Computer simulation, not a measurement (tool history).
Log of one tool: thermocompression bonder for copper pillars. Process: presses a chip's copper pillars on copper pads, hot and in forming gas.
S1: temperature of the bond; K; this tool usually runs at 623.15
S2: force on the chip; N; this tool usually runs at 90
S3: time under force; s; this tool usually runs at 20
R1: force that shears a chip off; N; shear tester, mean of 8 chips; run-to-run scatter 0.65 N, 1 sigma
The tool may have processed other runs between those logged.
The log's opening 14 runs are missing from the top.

{"run": 15, "hour": 839.1, "S1": 623.15, "S2": 90, "S3": 20, "R1": 72.9}
{"hour": 902.8, "done": "force cell calibrated, once more"}
{"run": 16, "hour": 902.8, "S1": 623.15, "S2": 90, "S3": 20, "R1": 74.3}
{"run": 17, "hour": 969.0, "S1": 623.15, "S2": 90, "S3": 20, "R1": 75.3}
{"run": 18, "hour": 1003.9, "S1": 623.15, "S2": 90, "S3": 20, "R1": 74.9}
{"run": 19, "hour": 1058.9, "S1": 605.15, "S2": 90, "S3": 20, "R1": 64.1}
{"run": 20, "hour": 1124.0, "S1": 613.15, "S2": 54, "S3": 27, "R1": 61.1}
{"run": 21, "hour": 1198.4, "S1": 633.15, "S2": 85, "S3": 12, "R1": 67.8}
{"run": 22, "hour": 1262.7, "S1": 598.15, "S2": 134, "S3": 38, "R1": 80.1}
{"run": 23, "hour": 1296.3, "S1": 650.15, "S2": 67, "S3": 44, "R1": 95.3}
{"hour": 1313.6, "done": "forming gas filter changed"}
{"run": 24, "hour": 1358.8, "S1": 650.15, "S2": 67, "S3": 44, "R1": 98.5}
{"run": 25, "hour": 1424.4, "S1": 650.15, "S2": 67, "S3": 33, "R1": 92.0}
{"run": 26, "hour": 1479.5, "S1": 650.15, "S2": 67, "S3": 33, "R1": 92.2}
{"run": 27, "hour": 1557.9, "S1": 632.15, "S2": 90, "S3": 26, "R1": 83.8}
{"run": 28, "hour": 1639.1, "S1": 644.15, "S2": 63, "S3": 11, "R1": 65.1}
{"run": 29, "hour": 1690.2, "S1": 644.15, "S2": 63, "S3": 11, "R1": 64.8}
{"run": 30, "hour": 1761.2, "S1": 594.15, "S2": 74, "S3": 60, "R1": 73.2}
{"run": 31, "hour": 1806.3, "S1": 594.15, "S2": 74, "S3": 60, "R1": 71.3}
{"run": 32, "hour": 1878.9, "S1": 594.15, "S2": 101, "S3": 14, "R1": 50.8}

Expected results for the next run?
{"run": 33, "hour": 1920.1, "S1": 641.15, "S2": 62, "S3": 57, "R1": "?"}

{"run 33": {"R1": 92.4}}
Had the tool carried no hidden state, the very same run would have given R1 99.3 N.
